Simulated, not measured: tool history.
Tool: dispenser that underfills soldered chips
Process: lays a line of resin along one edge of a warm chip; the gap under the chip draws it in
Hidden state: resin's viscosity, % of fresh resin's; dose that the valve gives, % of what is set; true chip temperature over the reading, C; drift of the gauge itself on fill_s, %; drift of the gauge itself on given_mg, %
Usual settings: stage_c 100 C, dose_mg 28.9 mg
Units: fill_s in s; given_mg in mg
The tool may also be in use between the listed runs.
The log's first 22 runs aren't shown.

| run | hour | stage_c | dose_mg | hours of work since the syringe was changed | hours of work since the valve was cleaned | hours of work since the stage was calibrated | fill_s | given_mg |
|---|---|---|---|---|---|---|---|---|
|  | 160.9 | new syringe of resin |
| 23 | 165.3 | 93 | 28.9 | 3 | 102 | 339 | 133.3 | 27.28 |
| 24 | 172.6 | 93 | 28.9 | 9 | 108 | 344 | 189.4 | 27.27 |
|  | 174.4 | new syringe of resin |
| 25 | 182.5 | 101 | 29.4 | 6 | 115 | 352 | 122.2 | 27.61 |
|  | 188.0 | new syringe of resin |
| 26 | 188.0 | 101 | 29.4 | 0 | 119 | 356 | 83.9 | 27.50 |
| 27 | 193.5 | 103 | 37.1 | 4 | 124 | 360 | 101.0 | 34.53 |
| 28 | 199.7 | 103 | 32.1 | 9 | 128 | 365 | 133.9 | 29.83 |
|  | 201.7 | new syringe of resin |
| 29 | 205.5 | 101 | 33.7 | 3 | 133 | 369 | 101.5 | 31.50 |
| 30 | 211.5 | 100 | 26.6 | 8 | 137 | 374 | 140.9 | 24.74 |
|  | 215.3 | new syringe of resin |
| 31 | 216.6 | 95 | 26.2 | 1 | 141 | 378 | 109.0 | 24.28 |
|  | 222.4 | dispensing valve cleaned and set on the balance |
| 32 | 225.9 | 97 | 35.5 | 7 | 3 | 384 | 147.3 | 35.52 |
|  | 229.8 | new syringe of resin |
| 33 | 234.4 | 97 | 35.5 | 4 | 9 | 390 | 113.2 | 35.39 |
|  | 244.0 | new syringe of resin |
| 34 | 244.9 | 97 | 35.5 | 1 | 17 | 398 | 99.4 | 34.96 |
| 35 | 250.4 | 93 | 33.0 | 5 | 21 | 403 | 144.9 | 32.74 |
|  | 258.0 | new syringe of resin |
| 36 | 258.7 | 111 | 34.0 | 1 | 27 | 409 | 65.1 | 33.50 |

Forecast each of these 3 alternatives for the next run:
| A | 268.0 | 113 | 29.5 | 8 | 35 | 416 | ? | ? |
| B | 268.0 | 113 | 36.9 | 8 | 35 | 416 | ? | ? |
| C | 268.0 | 100 | 28.9 | 8 | 35 | 416 | ? | ? |

| run | fill_s | given_mg |
|---|---|---|
| A | 94.4 | 29.06 |
| B | 93.5 | 35.86 |
| C | 138.3 | 28.14 |
Without the tool's hidden state the same runs would have given:
| run | fill_s | given_mg |
|---|---|---|
| A | 56.0 | 29.67 |
| B | 55.6 | 36.63 |
| C | 81.9 | 28.74 |
